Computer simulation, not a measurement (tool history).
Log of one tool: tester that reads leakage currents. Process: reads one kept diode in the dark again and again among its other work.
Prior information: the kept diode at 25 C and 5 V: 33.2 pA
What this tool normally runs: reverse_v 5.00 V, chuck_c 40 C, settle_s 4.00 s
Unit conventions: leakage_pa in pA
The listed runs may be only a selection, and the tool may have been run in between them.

run	hour	reverse_v	chuck_c	settle_s	leakage_pa
1	0.0	5.00	40	4.00	126.00
2	13.5	5.00	40	4.05	125.78
3	41.8	5.00	40	4.05	125.47
4	64.9	5.00	40	4.05	125.21
5	89.0	5.00	40	4.00	125.48
6	117.1	5.00	40	2.45	125.84
7	139.5	5.00	40	2.45	126.11
8	160.8	3.22	40	4.00	99.87
9	175.6	3.22	40	4.00	99.87
10	195.2	5.00	40	4.00	125.95
11	223.0	5.00	40	4.00	125.75
12	241.8	5.00	40	4.00	125.96
13	259.2	5.00	41	4.00	136.99
14	283.2	5.00	41	4.00	136.98
15	311.2	1.41	35	0.39	43.05
16	327.9	1.41	35	0.39	42.89
17	342.0	1.05	41	3.68	59.74
18	363.7	2.86	23	4.00	20.69
19	384.3	17.32	40	5.46	244.58
20	398.7	12.74	27	8.97	66.58
21	424.6	12.74	27	8.97	66.08
22	454.6	12.74	27	8.97	66.17
23	466.9	1.41	54	1.49	198.22
24	480.8	9.22	40	2.58	174.47
25	500.1	5.73	37	2.00	105.76
26	526.8	5.73	37	2.00	105.42
27	540.0	6.03	40	0.77	141.61
28	561.0	6.03	40	0.77	141.41

Alternative continuations, all from the tool just after run 28; predict every row:
A	583.9	2.09	35	2.21	?
B	583.9	5.00	40	1.92	?
C	583.9	4.43	40	4.00	?
D	583.9	15.01	43	0.52	?
E	583.9	5.00	40	0.32	?

run	leakage_pa
A	51.69
B	126.15
C	118.50
D	301.30
E	130.55
With no hidden state in the tool, these same runs would have given:
run	leakage_pa
A	51.71
B	126.21
C	118.55
D	301.42
E	130.61

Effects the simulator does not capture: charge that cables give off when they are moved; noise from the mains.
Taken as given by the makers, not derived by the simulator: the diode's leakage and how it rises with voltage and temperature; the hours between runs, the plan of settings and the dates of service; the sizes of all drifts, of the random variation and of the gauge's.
